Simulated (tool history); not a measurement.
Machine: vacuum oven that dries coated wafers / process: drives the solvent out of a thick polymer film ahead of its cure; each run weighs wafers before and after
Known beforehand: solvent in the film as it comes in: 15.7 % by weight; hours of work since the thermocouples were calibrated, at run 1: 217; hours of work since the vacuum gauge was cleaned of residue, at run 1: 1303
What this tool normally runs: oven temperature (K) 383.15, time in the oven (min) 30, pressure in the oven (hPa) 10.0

run      day  oven temperature (K)  time in the oven (min)  pressure in the oven (hPa)  hours of work since the thermocouples were calibrated  hours of work since the vacuum gauge was cleaned of residue  solvent left in the film (%)
  1    0.000                383.15                      30                        10.0                                                    217                                                         1303                          2.44
  2    4.096                383.15                      30                        10.0                                                    289                                                         1374                          2.51
  3    7.762                383.15                      30                        10.0                                                    353                                                         1439                          2.42
  4   11.042                383.15                      39                        10.0                                                    410                                                         1496                          1.59
  5   14.612                383.15                      39                        10.0                                                    473                                                         1559                          1.55
  6   18.704                383.15                      30                        10.0                                                    545                                                         1630                          2.55
  7   21.742                383.15                      30                        10.0                                                    598                                                         1684                          2.52
  8   23.717                383.15                      30                        10.0                                                    633                                                         1718                          2.50
      25.721  -- oven's thermocouples calibrated
  9   27.317                383.15                      30                        10.0                                                     28                                                         1780                          2.48
 10   29.421                383.15                      30                        10.0                                                     65                                                         1817                          2.47
 11   31.392                383.15                      30                        10.0                                                     99                                                         1851                          2.45
 12   34.892                396.15                      30                        10.0                                                    161                                                         1913                          0.61
 13   38.104                396.15                      30                        10.0                                                    217                                                         1969                          0.57
 14   41.971                383.15                      30                        10.0                                                    285                                                         2037                          2.54
 15   43.983                383.15                      30                        10.0                                                    320                                                         2072                          2.52
 16   48.429                377.15                      30                        10.0                                                    398                                                         2150                          4.00
 17   51.842                377.15                      30                        10.0                                                    458                                                         2210                          3.98
 18   54.212                383.15                      30                        11.7                                                    499                                                         2251                          2.52
 19   57.308                383.15                      30                         7.2                                                    553                                                         2305                          2.36
 20   59.125                383.15                      30                         7.2                                                    585                                                         2337                          2.36
 21   62.675                383.15                      47                         7.2                                                    648                                                         2399                          1.11
      63.725  -- oven's thermocouples calibrated
 22   64.908                383.15                      47                         7.2                                                     21                                                         2437                          1.05
 23   66.900                383.15                      47                         7.2                                                     56                                                         2472                          1.05
 24   70.529                397.15                      41                        17.2                                                    119                                                         2536                          0.48
 25   73.796                397.15                      41                        17.2                                                    176                                                         2593                          0.43
 26   77.842                377.15                      21                        19.4                                                    247                                                         2664                          5.95
 27   79.875                377.15                      21                        19.4                                                    283                                                         2699                          5.86
 28   84.088                377.15                      21                        19.4                                                    357                                                         2773                          5.90
 29   87.454                392.15                      18                        25.2                                                    416                                                         2832                          2.78
 30   90.375                392.15                      18                        25.2                                                    467                                                         2883                          2.70
 31   93.612                392.15                      15                        38.5                                                    524                                                         2940                          3.71
 32   97.850                392.15                      45                        38.5                                                    598                                                         3014                          1.09
 33  100.304                392.15                      37                        35.5                                                    641                                                         3057                          1.23
     101.567  -- oven's thermocouples calibrated
 34  104.017                383.15                      30                        21.8                                                     43                                                         3121                          2.78
 35  107.304                383.15                      30                        21.8                                                    101                                                         3178                          2.81
 36  109.696                383.15                      30                        21.8                                                    143                                                         3220                          2.81
 37  111.838                380.15                      33                        34.8                                                    180                                                         3258                          3.63
     113.408  -- vacuum gauge cleaned of residue and calibrated
 38  116.400                372.15                      30                        10.0                                                    259                                                           52                          5.47
 39  119.250                383.15                      27                        10.0                                                    309                                                          102                          2.90
 40  123.050                383.15                      27                        10.0                                                    375                                                          169                          2.88
 41  127.296                389.15                      49                         9.2                                                    450                                                          243                          0.48
 42  131.067                385.15                      18                        12.4                                                    516                                                          309                          4.06

Forecast run 43:
 43  134.712                394.15                      21                        10.0                                                    580                                                          373                             ?

solvent left in the film (%): 1.50
With no hidden state in the tool, this same run would have given solvent left in the film (%) 1.49.

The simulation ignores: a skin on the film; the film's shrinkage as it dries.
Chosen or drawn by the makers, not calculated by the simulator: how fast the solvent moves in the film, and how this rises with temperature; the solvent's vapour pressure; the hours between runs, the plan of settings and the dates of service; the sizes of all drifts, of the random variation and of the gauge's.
